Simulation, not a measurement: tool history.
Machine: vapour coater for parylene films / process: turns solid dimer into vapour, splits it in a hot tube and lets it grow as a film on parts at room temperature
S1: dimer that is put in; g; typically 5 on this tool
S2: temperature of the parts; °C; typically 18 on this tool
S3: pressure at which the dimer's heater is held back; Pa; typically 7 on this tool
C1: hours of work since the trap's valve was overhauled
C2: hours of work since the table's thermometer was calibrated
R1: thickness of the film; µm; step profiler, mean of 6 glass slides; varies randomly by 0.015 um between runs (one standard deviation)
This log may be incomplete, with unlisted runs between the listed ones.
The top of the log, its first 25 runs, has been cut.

{"run": 26, "hour": 640.2, "S1": 5, "S2": 16, "S3": 7, "C1": 62, "C2": 742, "R1": 0.91}
{"run": 27, "hour": 671.2, "S1": 7, "S2": 22, "S3": 7, "C1": 80, "C2": 760, "R1": 1.08}
{"run": 28, "hour": 685.8, "S1": 5, "S2": 19, "S3": 7, "C1": 88, "C2": 768, "R1": 0.83}
{"run": 29, "hour": 709.4, "S1": 5, "S2": 23, "S3": 7.49, "C1": 102, "C2": 782, "R1": 0.76}
{"run": 30, "hour": 739.3, "S1": 3, "S2": 18, "S3": 9.04, "C1": 119, "C2": 799, "R1": 0.49}
{"run": 31, "hour": 758.0, "S1": 3, "S2": 18, "S3": 9.04, "C1": 130, "C2": 810, "R1": 0.51}
{"run": 32, "hour": 777.0, "S1": 2, "S2": 28, "S3": 4.96, "C1": 141, "C2": 821, "R1": 0.26}
{"run": 33, "hour": 806.4, "S1": 2, "S2": 28, "S3": 4.96, "C1": 158, "C2": 838, "R1": 0.26}
{"run": 34, "hour": 822.6, "S1": 2, "S2": 28, "S3": 4.96, "C1": 167, "C2": 848, "R1": 0.26}
{"run": 35, "hour": 837.1, "S1": 5, "S2": 28, "S3": 6.37, "C1": 176, "C2": 856, "R1": 0.71}
{"run": 36, "hour": 857.3, "S1": 5, "S2": 28, "S3": 6.37, "C1": 187, "C2": 868, "R1": 0.67}
{"run": 37, "hour": 888.1, "S1": 8, "S2": 27, "S3": 6.37, "C1": 205, "C2": 886, "R1": 1.09}
{"run": 38, "hour": 917.1, "S1": 7, "S2": 14, "S3": 2.09, "C1": 222, "C2": 903, "R1": 1.33}
{"run": 39, "hour": 937.0, "S1": 3, "S2": 11, "S3": 8.83, "C1": 234, "C2": 914, "R1": 0.58}
{"run": 40, "hour": 955.2, "S1": 5, "S2": 21, "S3": 2.52, "C1": 244, "C2": 925, "R1": 0.79}
{"run": 41, "hour": 976.0, "S1": 5, "S2": 29, "S3": 8.92, "C1": 256, "C2": 937, "R1": 0.61}
{"run": 42, "hour": 992.7, "S1": 5, "S2": 26, "S3": 3.56, "C1": 266, "C2": 946, "R1": 0.73}
{"run": 43, "hour": 1016.5, "S1": 6, "S2": 28, "S3": 7, "C1": 280, "C2": 960, "R1": 0.78}
{"run": 44, "hour": 1032.5, "S1": 8, "S2": 28, "S3": 7, "C1": 289, "C2": 969, "R1": 1.04}
{"run": 45, "hour": 1051.1, "S1": 3, "S2": 14, "S3": 6.68, "C1": 300, "C2": 980, "R1": 0.53}
{"run": 46, "hour": 1069.1, "S1": 5, "S2": 23, "S3": 7, "C1": 310, "C2": 991, "R1": 0.71}

Forecast each of these 5 alternatives for the next run:
{"run": "A", "hour": 1085.8, "S1": 5, "S2": 17, "S3": 2.18, "C1": 320, "C2": 1000, "R1": "?"}
{"run": "B", "hour": 1085.8, "S1": 6, "S2": 18, "S3": 2.03, "C1": 320, "C2": 1000, "R1": "?"}
{"run": "C", "hour": 1085.8, "S1": 5, "S2": 11, "S3": 7, "C1": 320, "C2": 1000, "R1": "?"}
{"run": "D", "hour": 1085.8, "S1": 2, "S2": 11, "S3": 11.05, "C1": 320, "C2": 1000, "R1": "?"}
{"run": "E", "hour": 1085.8, "S1": 2, "S2": 24, "S3": 5.24, "C1": 320, "C2": 1000, "R1": "?"}

run=A R1=0.86
run=B R1=1.01
run=C R1=0.92
run=D R1=0.37
run=E R1=0.28
With the hidden condition removed and each run's random variation left untouched, the same runs would have given:
run=A R1=0.95
run=B R1=1.12
run=C R1=1.02
run=D R1=0.41
run=E R1=0.31
